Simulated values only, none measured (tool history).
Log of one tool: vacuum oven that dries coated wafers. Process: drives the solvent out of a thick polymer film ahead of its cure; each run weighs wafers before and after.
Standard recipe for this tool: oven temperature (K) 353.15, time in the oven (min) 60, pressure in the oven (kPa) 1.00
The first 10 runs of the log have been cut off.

| run | hour | oven temperature (K) | time in the oven (min) | pressure in the oven (kPa) | solvent left in the film (%) |
|---|---|---|---|---|---|
| 11 | 114.6 | 353.15 | 104 | 1.00 | 1.31 |
| 12 | 122.1 | 353.15 | 104 | 0.57 | 0.91 |
| 13 | 136.4 | 353.15 | 104 | 1.40 | 1.59 |
| 14 | 148.2 | 353.15 | 104 | 1.40 | 1.60 |
| 15 | 156.2 | 353.15 | 60 | 1.00 | 2.17 |
|  | 159.0 | vacuum gauge cleaned of residue and calibrated |
| 16 | 170.3 | 353.15 | 60 | 1.00 | 2.30 |
| 17 | 179.8 | 353.15 | 60 | 0.57 | 2.00 |
| 18 | 186.4 | 353.15 | 60 | 0.57 | 2.10 |
| 19 | 198.4 | 353.15 | 60 | 0.57 | 2.00 |
|  | 204.0 | vacuum gauge cleaned of residue and calibrated, once more |
| 20 | 209.5 | 353.15 | 60 | 0.57 | 1.83 |
| 21 | 224.3 | 353.15 | 60 | 0.57 | 1.78 |
| 22 | 231.3 | 353.15 | 60 | 1.00 | 2.07 |
| 23 | 242.3 | 353.15 | 60 | 1.00 | 2.02 |
| 24 | 256.4 | 354.15 | 87 | 0.57 | 0.85 |
| 25 | 264.2 | 354.15 | 89 | 0.57 | 0.90 |
| 26 | 275.5 | 346.15 | 75 | 1.00 | 3.07 |
| 27 | 286.4 | 351.15 | 47 | 0.54 | 2.92 |
| 28 | 299.8 | 357.15 | 55 | 2.04 | 2.30 |
| 29 | 312.0 | 351.15 | 57 | 1.41 | 3.00 |
| 30 | 325.1 | 360.15 | 60 | 0.88 | 0.99 |
| 31 | 340.5 | 353.15 | 60 | 0.74 | 1.94 |
| 32 | 347.6 | 353.15 | 60 | 0.74 | 2.00 |

Run 33 comes next. What will it give?
| 33 | 358.1 | 353.15 | 63 | 1.00 | ? |

solvent left in the film (%): 2.04
On a tool with no hidden condition, and with the same random variation, this run would have come out at solvent left in the film (%) 1.78.
